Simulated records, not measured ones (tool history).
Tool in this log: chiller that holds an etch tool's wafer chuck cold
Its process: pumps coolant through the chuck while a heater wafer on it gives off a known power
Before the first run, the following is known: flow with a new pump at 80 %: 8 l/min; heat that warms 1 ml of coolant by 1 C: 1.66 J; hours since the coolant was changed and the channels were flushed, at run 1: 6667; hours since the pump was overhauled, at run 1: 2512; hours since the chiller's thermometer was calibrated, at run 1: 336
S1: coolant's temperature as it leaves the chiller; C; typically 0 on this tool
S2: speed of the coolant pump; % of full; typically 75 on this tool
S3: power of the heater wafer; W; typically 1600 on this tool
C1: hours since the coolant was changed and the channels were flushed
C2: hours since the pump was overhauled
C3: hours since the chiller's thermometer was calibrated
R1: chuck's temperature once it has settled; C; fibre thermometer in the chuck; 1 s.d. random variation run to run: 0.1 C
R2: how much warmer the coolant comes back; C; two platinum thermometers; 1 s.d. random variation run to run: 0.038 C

run    hour  S1  S2    S3    C1    C2    C3    R1     R2
  1     0.0   0  75  1600  6667  2512   336  14.0   7.95
  2    30.6   0  64  1600  6697  2542   367  15.7   9.59
  3    88.4   0  64  1600  6755  2600   425  15.9   9.57
  4   121.0   0  64  1600  6788  2633   457  15.6   9.58
  5   189.0   0  61  1600  6856  2701   525  16.3  10.16
  6   247.4   0  75  1600  6914  2759   584  13.7   7.97
  7   306.3   0  75  1600  6973  2818   642  14.2   8.00
  8   336.3   0  75  1600  7003  2848   672  14.1   8.09
  9   394.5   3  75  1600  7061  2906   731  17.1   8.01
 10   454.2   0  75  1600  7121  2966   790  14.1   7.97
 11   493.2   0  97  1600  7160  3005   829  11.5   5.99
 12   544.2   0  97  1600  7211  3056   880  11.7   6.02
 13   612.0   0  97  1600  7279  3124   948  11.7   6.01
 14   680.6   0  97  1512  7347  3192  1017  11.1   5.62
 15   714.3   0  97  1512  7381  3226  1050  11.2   5.73
 16   757.9   0  97  1512  7425  3270  1094  11.1   5.67
 17   820.5   2  97  1512  7487  3332  1157  13.3   5.73
 18   868.0   7  97  1658  7535  3380  1204  19.3   6.24
 19   896.5   7  97  1658  7563  3408  1233  19.3   6.29
 20   946.1  -1  63  1658  7613  3458  1282  15.8  10.20
 21  1012.8   7  75  1674  7680  3525  1349  22.1   8.51
 22  1075.1   7  75  1674  7742  3587  1411  22.0   8.48
 23  1119.4  -9  75  1674  7786  3631  1456   5.9   8.45
 24  1188.0  -4  77  1179  7855  3700  1524   6.4   5.75
 25  1249.0   0  94   991  7916  3761  1585   7.4   3.88
 26  1299.0   0  94   991  7966  3811  1635   7.5   3.91

Predict each of these 4 candidate next runs independently; none follows another, all start after run 26:
  A  1354.6   9  94   991  8021  3866  1691   ?   ?
  B  1354.6   2  90  1600  8021  3866  1691   ?   ?
  C  1354.6   2  92  1992  8021  3866  1691   ?   ?
  D  1354.6   0  71   991  8021  3866  1691   ?   ?

run    R1    R2
  A  16.4  3.90
  B  14.4  6.60
  C  17.6  8.08
  D   9.2  5.41
With the hidden condition removed and each run's random variation left untouched, the same runs would have given:
run    R1    R2
  A  15.5  3.73
  B  12.8  6.31
  C  15.7  7.72
  D   8.2  5.17
